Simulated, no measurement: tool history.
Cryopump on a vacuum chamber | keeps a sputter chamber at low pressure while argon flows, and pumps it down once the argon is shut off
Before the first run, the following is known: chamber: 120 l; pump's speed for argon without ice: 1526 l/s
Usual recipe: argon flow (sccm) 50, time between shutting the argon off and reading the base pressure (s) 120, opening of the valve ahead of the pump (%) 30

run,day,argon flow (sccm),time between shutting the argon off and reading the base pressure (s),opening of the valve ahead of the pump (%),pressure while argon flows (Pa),pressure after the wait (uPa)
1,0.000,50,120,30,0.1896,0.60
2,0.338,50,206,30,0.1892,0.48
3,1.025,50,206,30,0.1902,0.49
4,1.704,50,206,45,0.1299,0.48
5,2.129,50,206,45,0.1303,0.53
6,2.721,50,206,45,0.1302,0.54
7,3.354,50,206,45,0.1291,0.55
8,3.808,50,206,18,0.3124,0.57
9,4.404,50,206,18,0.3125,0.54
10,4.850,50,206,18,0.3139,0.55
11,5.200,50,206,18,0.3152,0.53
12,5.625,50,206,18,0.3138,0.51
13,6.129,50,206,18,0.3135,0.60
14,6.688,50,206,18,0.3144,0.57
15,7.375,56,120,30,0.2160,0.73
16,7.950,56,120,30,0.2158,0.78
17,8.354,60,33,50,0.1433,1.62
18,8.771,93,33,50,0.2208,1.57
19,9.325,93,33,50,0.2226,1.60
20,9.958,42,146,27,0.1804,0.74
21,10.338,42,146,27,0.1796,0.72
22,10.688,38,160,17,0.2563,0.72
23,11.179,50,40,18,0.3183,1.39
24,11.504,50,40,18,0.3164,1.40
25,11.983,50,212,24,0.2405,0.68
26,12.288,43,188,29,0.1734,0.61
27,12.792,43,188,29,0.1739,0.69
28,13.288,33,203,20,0.1895,0.66
29,13.733,39,120,30,0.1530,0.83
30,14.033,50,119,29,0.2020,0.80
31,14.429,92,60,24,0.4439,1.14

Per-run results on a tool with no hidden state, each run keeping its own random variation:
Hidden state present: pump's speed, % of a pump's without ice; cold plate's temperature, K; leak into the chamber, uPa l/s; drift of the gauge itself on working_pa, %; drift of the gauge itself on base_upa, %.
run,pressure while argon flows (Pa),pressure after the wait (uPa)
1,0.1839,0.49
2,0.1835,0.36
3,0.1842,0.36
4,0.1237,0.35
5,0.1239,0.40
6,0.1236,0.40
7,0.1224,0.39
8,0.3054,0.42
9,0.3054,0.38
10,0.3066,0.38
11,0.3077,0.36
12,0.3062,0.33
13,0.3058,0.41
14,0.3065,0.38
15,0.2068,0.53
16,0.2063,0.57
17,0.1329,1.40
18,0.2045,1.36
19,0.2058,1.37
20,0.1726,0.49
21,0.1717,0.48
22,0.2490,0.46
23,0.3085,1.14
24,0.3065,1.15
25,0.2304,0.41
26,0.1646,0.34
27,0.1649,0.41
28,0.1825,0.38
29,0.1446,0.54
30,0.1911,0.51
31,0.4235,0.85
